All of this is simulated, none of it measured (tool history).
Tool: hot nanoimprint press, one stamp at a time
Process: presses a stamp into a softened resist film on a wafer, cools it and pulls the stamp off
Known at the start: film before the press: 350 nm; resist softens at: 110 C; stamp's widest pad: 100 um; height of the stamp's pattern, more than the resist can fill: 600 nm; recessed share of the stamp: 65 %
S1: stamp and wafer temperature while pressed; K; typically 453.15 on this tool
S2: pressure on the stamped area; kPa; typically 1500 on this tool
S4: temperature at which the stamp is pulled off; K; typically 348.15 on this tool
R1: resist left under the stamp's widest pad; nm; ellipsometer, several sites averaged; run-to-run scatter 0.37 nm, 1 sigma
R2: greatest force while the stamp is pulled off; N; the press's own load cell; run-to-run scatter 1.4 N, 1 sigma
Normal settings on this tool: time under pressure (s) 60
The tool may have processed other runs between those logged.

{"run": 1, "day": 0.0, "S1": 453.15, "S2": 1500, "time under pressure (s)": 60, "S4": 348.15, "R1": 138, "R2": 204}
{"run": 2, "day": 0.621, "S1": 453.15, "S2": 1500, "time under pressure (s)": 60, "S4": 348.15, "R1": 138.8, "R2": 201}
{"run": 3, "day": 1.25, "S1": 453.15, "S2": 1500, "time under pressure (s)": 60, "S4": 348.15, "R1": 138.8, "R2": 202}
{"run": 4, "day": 1.979, "S1": 453.15, "S2": 1500, "time under pressure (s)": 60, "S4": 348.15, "R1": 138.5, "R2": 203}
{"run": 5, "day": 2.767, "S1": 453.15, "S2": 1500, "time under pressure (s)": 60, "S4": 348.15, "R1": 139.1, "R2": 203}
{"run": 6, "day": 3.225, "S1": 453.15, "S2": 1500, "time under pressure (s)": 60, "S4": 339.15, "R1": 139.1, "R2": 217}
{"run": 7, "day": 3.979, "S1": 453.15, "S2": 1500, "time under pressure (s)": 60, "S4": 339.15, "R1": 139.6, "R2": 218}
{"run": 8, "day": 4.812, "S1": 453.15, "S2": 1500, "time under pressure (s)": 60, "S4": 339.15, "R1": 140, "R2": 215}
{"run": 9, "day": 5.817, "S1": 453.15, "S2": 1500, "time under pressure (s)": 60, "S4": 348.15, "R1": 140.3, "R2": 205}
{"run": 10, "day": 6.733, "S1": 453.15, "S2": 1500, "time under pressure (s)": 70, "S4": 348.15, "R1": 133.5, "R2": 201}
{"run": 11, "day": 7.238, "S1": 453.15, "S2": 1500, "time under pressure (s)": 70, "S4": 348.15, "R1": 134.3, "R2": 204}
{"run": 12, "day": 7.879, "S1": 453.15, "S2": 1500, "time under pressure (s)": 37, "S4": 348.15, "R1": 165, "R2": 201}
{"run": 13, "day": 8.483, "S1": 453.15, "S2": 1500, "time under pressure (s)": 37, "S4": 348.15, "R1": 166, "R2": 203}
{"run": 14, "day": 9.446, "S1": 453.15, "S2": 1020, "time under pressure (s)": 37, "S4": 348.15, "R1": 203.5, "R2": 207}
{"run": 15, "day": 9.971, "S1": 453.15, "S2": 1020, "time under pressure (s)": 37, "S4": 348.15, "R1": 204.4, "R2": 201}
{"run": 16, "day": 10.958, "S1": 453.15, "S2": 1620, "time under pressure (s)": 36, "S4": 349.15, "R1": 160.9, "R2": 201}
{"run": 17, "day": 11.758, "S1": 459.15, "S2": 1500, "time under pressure (s)": 60, "S4": 348.15, "R1": 107.8, "R2": 202}
{"run": 18, "day": 12.679, "S1": 459.15, "S2": 2120, "time under pressure (s)": 59, "S4": 348.15, "R1": 87.8, "R2": 203}
{"run": 19, "day": 13.2, "S1": 459.15, "S2": 1890, "time under pressure (s)": 113, "S4": 339.15, "R1": 75, "R2": 216}
{"run": 20, "day": 13.704, "S1": 459.15, "S2": 1890, "time under pressure (s)": 42, "S4": 339.15, "R1": 106.2, "R2": 215}
{"run": 21, "day": 14.338, "S1": 459.15, "S2": 1890, "time under pressure (s)": 42, "S4": 339.15, "R1": 107, "R2": 214}
{"run": 22, "day": 14.933, "S1": 453.15, "S2": 1500, "time under pressure (s)": 60, "S4": 348.15, "R1": 139.9, "R2": 206}
{"run": 23, "day": 15.475, "S1": 453.15, "S2": 2390, "time under pressure (s)": 62, "S4": 348.15, "R1": 104.4, "R2": 204}
{"run": 24, "day": 15.95, "S1": 456.15, "S2": 2260, "time under pressure (s)": 61, "S4": 346.15, "R1": 96, "R2": 206}
{"run": 25, "day": 16.829, "S1": 453.15, "S2": 1500, "time under pressure (s)": 56, "S4": 338.15, "R1": 143.5, "R2": 221}
{"run": 26, "day": 17.767, "S1": 446.15, "S2": 1500, "time under pressure (s)": 35, "S4": 348.15, "R1": 221.3, "R2": 204}
{"run": 27, "day": 18.362, "S1": 447.15, "S2": 1500, "time under pressure (s)": 67, "S4": 348.15, "R1": 175.9, "R2": 205}
{"run": 28, "day": 19.025, "S1": 457.15, "S2": 2100, "time under pressure (s)": 67, "S4": 354.15, "R1": 93.4, "R2": 193}
{"run": 29, "day": 20.033, "S1": 457.15, "S2": 1290, "time under pressure (s)": 40, "S4": 354.15, "R1": 150.4, "R2": 194}

Removed from this log: 3 entries logged between the listed runs. Between which two listed runs does each belong, and how does the tool's hidden state at the listed run before it compare with that at the listed run after it?
Run 8 -> run 9: stamp cleaned and given a new release coat (day 5.579)
  grip of the stamp's worn release coat, % over a new coat's: 0.2 -> 0; drift of the gauge itself on residual_nm, %: 1.24 -> 1.43
  measured result minus the result with no hidden state, R1: +1.7 -> +2 nm
Run 16 -> run 17: gauge calibrated (day 11.421)
  pressure that arrives at the usual setting, %: 99.95 -> 99.94; drift of the gauge itself on residual_nm, %: 2.75 -> 0.09
  measured result minus the result with no hidden state, R1: +4.3 -> +0.1 nm
Run 28 -> run 29: stamp cleaned and given a new release coat (day 19.996)
  pressure that arrives at the usual setting, %: 99.94 -> 99.93; grip of the stamp's worn release coat, % over a new coat's: 0.2 -> 0; drift of the gauge itself on residual_nm, %: 1.95 -> 2.15
  measured result minus the result with no hidden state, R1: +1.8 -> +3.1 nm
